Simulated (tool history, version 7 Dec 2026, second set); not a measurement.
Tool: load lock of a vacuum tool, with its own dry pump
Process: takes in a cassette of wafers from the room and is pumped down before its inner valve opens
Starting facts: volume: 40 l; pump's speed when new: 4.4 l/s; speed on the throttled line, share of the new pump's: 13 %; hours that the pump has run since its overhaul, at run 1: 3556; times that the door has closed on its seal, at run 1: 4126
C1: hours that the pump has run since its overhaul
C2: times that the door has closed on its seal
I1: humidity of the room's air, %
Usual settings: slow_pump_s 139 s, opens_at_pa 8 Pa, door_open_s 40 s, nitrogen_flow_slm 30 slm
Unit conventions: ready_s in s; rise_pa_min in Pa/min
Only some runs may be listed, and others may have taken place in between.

Run 1, hour 0: usual settings; C1 3556; C2 4126; I1 46.1. Result: ready_s 209.2 s, rise_pa_min 0.028 Pa/min.
Run 2, hour 291.6: usual settings; C1 3848; C2 4802; I1 41.9. Result: ready_s 209.6 s, rise_pa_min 0.038 Pa/min.
Run 3, hour 575: usual settings; C1 4131; C2 5459; I1 45.5. Result: ready_s 208.9 s, rise_pa_min 0.039 Pa/min.
Run 4, hour 831.4: usual settings; C1 4388; C2 6053; I1 43.8. Result: ready_s 209.5 s, rise_pa_min 0.041 Pa/min.
Run 5, hour 979.9: usual settings but door_open_s 91 s; C1 4536; C2 6398; I1 41.1. Result: ready_s 209.5 s, rise_pa_min 0.051 Pa/min.
Run 6, hour 1283.1: usual settings but door_open_s 91 s; C1 4839; C2 7100; I1 46.3. Result: ready_s 210.3 s, rise_pa_min 0.065 Pa/min.
Run 7, hour 1491: usual settings but nitrogen_flow_slm 18 slm; C1 5047; C2 7582; I1 48.5. Result: ready_s 211.2 s, rise_pa_min 0.058 Pa/min.
Run 8, hour 1688: usual settings but nitrogen_flow_slm 18 slm; C1 5244; C2 8039; I1 45.7. Result: ready_s 209.8 s, rise_pa_min 0.055 Pa/min.
Run 9, hour 1905.3: usual settings but nitrogen_flow_slm 18 slm; C1 5461; C2 8543; I1 50.5. Result: ready_s 209.9 s, rise_pa_min 0.069 Pa/min.
Run 10, hour 2209: usual settings; C1 5765; C2 9247; I1 44. Result: ready_s 210.4 s, rise_pa_min 0.053 Pa/min.
Run 11, hour 2498.4: usual settings; C1 6055; C2 9918; I1 42.4. Result: ready_s 212.1 s, rise_pa_min 0.059 Pa/min.
Run 12, hour 2694.6: usual settings; C1 6251; C2 10372; I1 44.5. Result: ready_s 211.3 s, rise_pa_min 0.061 Pa/min.
Run 13, hour 2919: usual settings but slow_pump_s 204 s; C1 6475; C2 10892; I1 42.9. Result: ready_s 265.7 s, rise_pa_min 0.061 Pa/min.
Run 14, hour 3127.8: usual settings but door_open_s 69 s; C1 6684; C2 11376; I1 40.7. Result: ready_s 211.1 s, rise_pa_min 0.077 Pa/min.
Run 15, hour 3291.3: usual settings but slow_pump_s 107 s, opens_at_pa 14 Pa, door_open_s 27 s, nitrogen_flow_slm 4 slm; C1 6847; C2 11755; I1 46.8. Result: ready_s 177.9 s, rise_pa_min 0.08 Pa/min.
Run 16, hour 3495.7: usual settings but slow_pump_s 257 s; C1 7052; C2 12229; I1 45.2. Result: ready_s 313 s, rise_pa_min 0.069 Pa/min.
Run 17, hour 3718.6: usual settings but slow_pump_s 257 s, opens_at_pa 12 Pa, nitrogen_flow_slm 35 slm; C1 7275; C2 12746; I1 43.3. Result: ready_s 310.5 s, rise_pa_min 0.081 Pa/min.
Run 18, hour 4012.4: usual settings but slow_pump_s 257 s, opens_at_pa 7 Pa, door_open_s 86 s, nitrogen_flow_slm 35 slm; C1 7569; C2 13427; I1 44.8. Result: ready_s 317.2 s, rise_pa_min 0.094 Pa/min.
Run 19, hour 4341.4: usual settings but slow_pump_s 75 s, opens_at_pa 13 Pa, door_open_s 104 s; C1 7898; C2 14190; I1 46.3. Result: ready_s 152.2 s, rise_pa_min 0.107 Pa/min.
Run 20, hour 4677: usual settings but slow_pump_s 73 s, opens_at_pa 13 Pa, door_open_s 104 s; C1 8233; C2 14967; I1 48.5. Result: ready_s 150.5 s, rise_pa_min 0.109 Pa/min.
Run 21, hour 4934.6: usual settings but slow_pump_s 84 s, opens_at_pa 9 Pa, door_open_s 135 s, nitrogen_flow_slm 7 slm; C1 8491; C2 15565; I1 45. Result: ready_s 163 s, rise_pa_min 0.153 Pa/min.
Run 22, hour 5099.6: usual settings but slow_pump_s 261 s, opens_at_pa 7 Pa, door_open_s 195 s, nitrogen_flow_slm 29 slm; C1 8656; C2 15947; I1 47.9. Result: ready_s 320.4 s, rise_pa_min 0.141 Pa/min.
Run 23, hour 5322.8: usual settings but slow_pump_s 261 s, opens_at_pa 14 Pa, door_open_s 195 s, nitrogen_flow_slm 29 slm; C1 8879; C2 16465; I1 42.9. Result: ready_s 311.9 s, rise_pa_min 0.141 Pa/min.
Run 24, hour 5609.5: usual settings but slow_pump_s 122 s, opens_at_pa 6 Pa, door_open_s 168 s, nitrogen_flow_slm 18 slm; C1 9166; C2 17129; I1 45. Result: ready_s 200.7 s, rise_pa_min 0.152 Pa/min.
Run 25, hour 5754.7: usual settings but opens_at_pa 10 Pa, door_open_s 191 s; C1 9311; C2 17466; I1 44.2. Result: ready_s 210.7 s, rise_pa_min 0.144 Pa/min.
Run 26, hour 5994.4: usual settings but opens_at_pa 10 Pa, door_open_s 191 s; C1 9551; C2 18021; I1 49.5. Result: ready_s 212 s, rise_pa_min 0.158 Pa/min.

Consider 4 possible next runs. They are alternatives, not a sequence: every one starts from the tool as it was left by run 26. What does each give?
Run A, hour 6280.5: usual settings but slow_pump_s 242 s, opens_at_pa 10 Pa, door_open_s 28 s, nitrogen_flow_slm 4 slm; C1 9837; C2 18684; I1 43.8. Result: ready_s ?, rise_pa_min ?.
Run B, hour 6280.5: usual settings but door_open_s 106 s, nitrogen_flow_slm 17 slm; C1 9837; C2 18684; I1 47.1. Result: ready_s ?, rise_pa_min ?.
Run C, hour 6280.5: usual settings but opens_at_pa 7 Pa, nitrogen_flow_slm 7 slm; C1 9837; C2 18684; I1 46.5. Result: ready_s ?, rise_pa_min ?.
Run D, hour 6280.5: usual settings but slow_pump_s 103 s, opens_at_pa 11 Pa, nitrogen_flow_slm 18 slm; C1 9837; C2 18684; I1 46.8. Result: ready_s ?, rise_pa_min ?.

run  ready_s  rise_pa_min
  A    298.2        0.125
  B    214.7        0.152
  C    215.8        0.135
  D    179.5        0.124
The same runs, with their run-to-run variation unchanged, on a tool lacking any hidden condition would have given:
run  ready_s  rise_pa_min
  A    293.1        0.018
  B      208        0.044
  C      209        0.028
  D    172.7        0.019
